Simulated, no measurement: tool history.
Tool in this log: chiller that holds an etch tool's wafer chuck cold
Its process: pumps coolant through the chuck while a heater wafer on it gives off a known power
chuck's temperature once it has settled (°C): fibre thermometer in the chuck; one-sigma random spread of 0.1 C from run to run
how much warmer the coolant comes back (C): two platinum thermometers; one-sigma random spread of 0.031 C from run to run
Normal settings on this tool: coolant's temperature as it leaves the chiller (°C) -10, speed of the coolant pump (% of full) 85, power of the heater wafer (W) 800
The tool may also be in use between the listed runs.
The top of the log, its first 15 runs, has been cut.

| run | day | coolant's temperature as it leaves the chiller (°C) | speed of the coolant pump (% of full) | power of the heater wafer (W) | chuck's temperature once it has settled (°C) | how much warmer the coolant comes back (C) |
|---|---|---|---|---|---|---|
| 16 | 80.538 | -10 | 85 | 800 | -5.0 | 2.19 |
| 17 | 84.738 | -2 | 62 | 776 | 4.2 | 2.98 |
| 18 | 89.179 | -4 | 71 | 419 | -1.0 | 1.50 |
| 19 | 93.404 | -5 | 64 | 419 | -1.8 | 1.65 |
| 20 | 100.217 | -5 | 64 | 419 | -1.7 | 1.68 |
| 21 | 106.500 | -5 | 64 | 419 | -1.8 | 1.60 |
| 22 | 113.508 | -14 | 64 | 726 | -8.5 | 2.72 |
| 23 | 119.575 | -12 | 87 | 836 | -6.7 | 2.27 |
| 24 | 122.483 | -12 | 87 | 836 | -6.9 | 2.35 |
| 25 | 127.896 | -12 | 87 | 836 | -6.7 | 2.26 |
| 26 | 131.167 | -20 | 76 | 943 | -13.7 | 2.96 |
| 27 | 134.046 | -20 | 76 | 943 | -13.8 | 2.96 |
| 28 | 138.354 | -10 | 76 | 1115 | -2.3 | 3.47 |
| 29 | 143.704 | -2 | 69 | 800 | 3.7 | 2.87 |
| 30 | 149.929 | -10 | 85 | 920 | -4.2 | 2.62 |
| 31 | 155.188 | -10 | 85 | 920 | -4.2 | 2.67 |
|  | 161.346 | gauge calibrated |
| 32 | 162.329 | -10 | 73 | 800 | -4.4 | 2.45 |

4 ways to go on from here, each from the tool as it stands after run 32. What would each give?
| A | 166.975 | -7 | 73 | 800 | ? | ? |
| B | 166.975 | -10 | 73 | 708 | ? | ? |
| C | 166.975 | -2 | 92 | 1115 | ? | ? |
| D | 166.975 | -8 | 73 | 857 | ? | ? |

| run | chuck's temperature once it has settled (°C) | how much warmer the coolant comes back (C) |
|---|---|---|
| A | -1.4 | 2.51 |
| B | -5.1 | 2.18 |
| C | 4.8 | 2.64 |
| D | -2.1 | 2.61 |
Without the tool's unlogged condition, the same runs would have read:
| run | chuck's temperature once it has settled (°C) | how much warmer the coolant comes back (C) |
|---|---|---|
| A | -1.5 | 2.49 |
| B | -5.1 | 2.16 |
| C | 4.7 | 2.62 |
| D | -2.2 | 2.59 |

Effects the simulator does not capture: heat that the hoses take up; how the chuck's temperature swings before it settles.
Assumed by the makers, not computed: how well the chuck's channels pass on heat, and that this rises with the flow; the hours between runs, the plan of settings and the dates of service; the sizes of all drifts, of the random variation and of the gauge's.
